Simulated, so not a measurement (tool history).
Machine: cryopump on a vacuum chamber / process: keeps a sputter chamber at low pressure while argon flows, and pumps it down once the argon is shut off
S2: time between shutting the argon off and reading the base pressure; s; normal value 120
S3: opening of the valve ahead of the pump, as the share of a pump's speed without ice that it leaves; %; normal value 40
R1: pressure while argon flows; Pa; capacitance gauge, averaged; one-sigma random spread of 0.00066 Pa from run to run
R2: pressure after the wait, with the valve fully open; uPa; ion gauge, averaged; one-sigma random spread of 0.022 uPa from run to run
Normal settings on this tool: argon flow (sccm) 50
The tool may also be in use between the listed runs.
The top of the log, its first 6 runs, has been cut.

run 7 hour=141.1 | argon_flow_(sccm)=50 S2=27 S3=40 | R1=0.1089 R2=2.73
run 8 hour=164.1 | argon_flow_(sccm)=50 S2=27 S3=40 | R1=0.1081 R2=2.67
run 9 hour=188.4 | argon_flow_(sccm)=50 S2=120 S3=17 | R1=0.2543 R2=1.21
run 10 hour=207.3 | argon_flow_(sccm)=50 S2=120 S3=17 | R1=0.2539 R2=1.25
run 11 hour=235.5 | argon_flow_(sccm)=50 S2=120 S3=17 | R1=0.2544 R2=1.27
run 12 hour=270.1 | argon_flow_(sccm)=50 S2=120 S3=17 | R1=0.2560 R2=1.23
run 13 hour=297.0 | argon_flow_(sccm)=50 S2=120 S3=17 | R1=0.2538 R2=1.22
run 14 hour=329.0 | argon_flow_(sccm)=50 S2=93 S3=17 | R1=0.2551 R2=1.32
run 15 hour=362.7 | argon_flow_(sccm)=50 S2=131 S3=40 | R1=0.1101 R2=1.23
run 16 hour=384.0 | argon_flow_(sccm)=50 S2=131 S3=40 | R1=0.1098 R2=1.25
run 17 hour=415.2 | argon_flow_(sccm)=50 S2=131 S3=40 | R1=0.1096 R2=1.28
run 18 hour=443.1 | argon_flow_(sccm)=50 S2=131 S3=40 | R1=0.1108 R2=1.27
run 19 hour=470.1 | argon_flow_(sccm)=84 S2=32 S3=40 | R1=0.1858 R2=2.56
run 20 hour=501.4 | argon_flow_(sccm)=84 S2=32 S3=40 | R1=0.1876 R2=2.46
run 21 hour=522.5 | argon_flow_(sccm)=84 S2=296 S3=27 | R1=0.2740 R2=1.06
run 22 hour=546.7 | argon_flow_(sccm)=84 S2=296 S3=27 | R1=0.2741 R2=1.11

The next listed run, before its measurement:
run 23 hour=587.0 | argon_flow_(sccm)=84 S2=296 S3=27 | R1=? R2=?

Run 23 measured R1 0.2739 Pa, R2 1.11 uPa.
If the tool had no hidden condition, the same run with the same run-to-run variation would have returned R1 0.2662 Pa, R2 0.34 uPa.
